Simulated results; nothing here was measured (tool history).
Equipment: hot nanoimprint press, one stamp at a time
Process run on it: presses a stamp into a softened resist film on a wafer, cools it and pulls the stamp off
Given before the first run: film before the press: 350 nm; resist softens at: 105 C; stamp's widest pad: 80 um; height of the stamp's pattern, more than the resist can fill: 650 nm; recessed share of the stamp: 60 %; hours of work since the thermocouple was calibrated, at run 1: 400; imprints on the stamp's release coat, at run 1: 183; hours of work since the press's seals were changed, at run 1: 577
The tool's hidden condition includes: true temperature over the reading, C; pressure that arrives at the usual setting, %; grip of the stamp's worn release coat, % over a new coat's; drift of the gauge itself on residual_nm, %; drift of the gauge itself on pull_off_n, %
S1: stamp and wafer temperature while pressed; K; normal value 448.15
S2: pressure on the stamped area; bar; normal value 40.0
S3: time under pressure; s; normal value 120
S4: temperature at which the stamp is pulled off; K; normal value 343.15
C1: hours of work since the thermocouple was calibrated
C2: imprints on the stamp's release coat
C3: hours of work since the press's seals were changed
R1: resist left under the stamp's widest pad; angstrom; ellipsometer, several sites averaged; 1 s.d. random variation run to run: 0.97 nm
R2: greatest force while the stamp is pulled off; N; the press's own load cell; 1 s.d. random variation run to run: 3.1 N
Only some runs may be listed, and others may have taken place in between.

run   hour      S1    S2   S3      S4   C1   C2   C3    R1   R2
  1    0.0  448.15  40.0  120  343.15  400  183  577  1509  180
  2   23.3  448.15  40.0  164  343.15  412  261  589  1326  177
  3   48.3  448.15  40.0  164  343.15  424  344  601  1333  184
  4   75.1  448.15  40.0   92  343.15  437  433  614  1645  186
      93.2  -- plate thermocouple calibrated
  5  105.6  448.15  40.0   92  343.15    6  525  628  1559  189
  6  132.0  448.15  40.0   92  343.15   19  613  641  1559  188
  7  148.3  448.15  40.0   92  343.15   27  667  649  1569  178
  8  162.1  448.15  27.1  120  343.15   34  713  655  1739  190
  9  189.3  448.15  27.1  120  343.15   47  804  669  1739  189
 10  204.8  448.15  27.1  120  343.15   55  856  676  1736  188
 11  218.8  448.15  27.1  120  343.15   62  903  683  1767  191
     228.8  -- stamp cleaned and given a new release coat
 12  253.3  448.15  40.0  120  330.15   76   82  697  1444  187
 13  281.1  448.15  40.0  120  330.15   89  175  711  1448  199
     310.6  -- press's hydraulic seals changed and the load cell set to zero
 14  314.5  448.15  40.0  120  330.15  102  259    2  1396  196
 15  339.6  448.15  40.0  120  330.15  114  343   14  1411  196
 16  367.5  448.15  40.0  120  330.15  128  436   28  1401  198
 17  385.6  448.15  40.0  120  330.15  137  496   37  1419  199
 18  404.7  448.15  40.0  120  330.15  146  560   46  1414  207

What does the tool deliver on the next run?
 19  424.1  436.15  40.0  120  346.15  155  625  56   ?   ?

R1: 2448 angstrom
R2: 184 N
Had the tool carried no hidden state, the very same run would have given R1 2400 angstrom, R2 173 N.
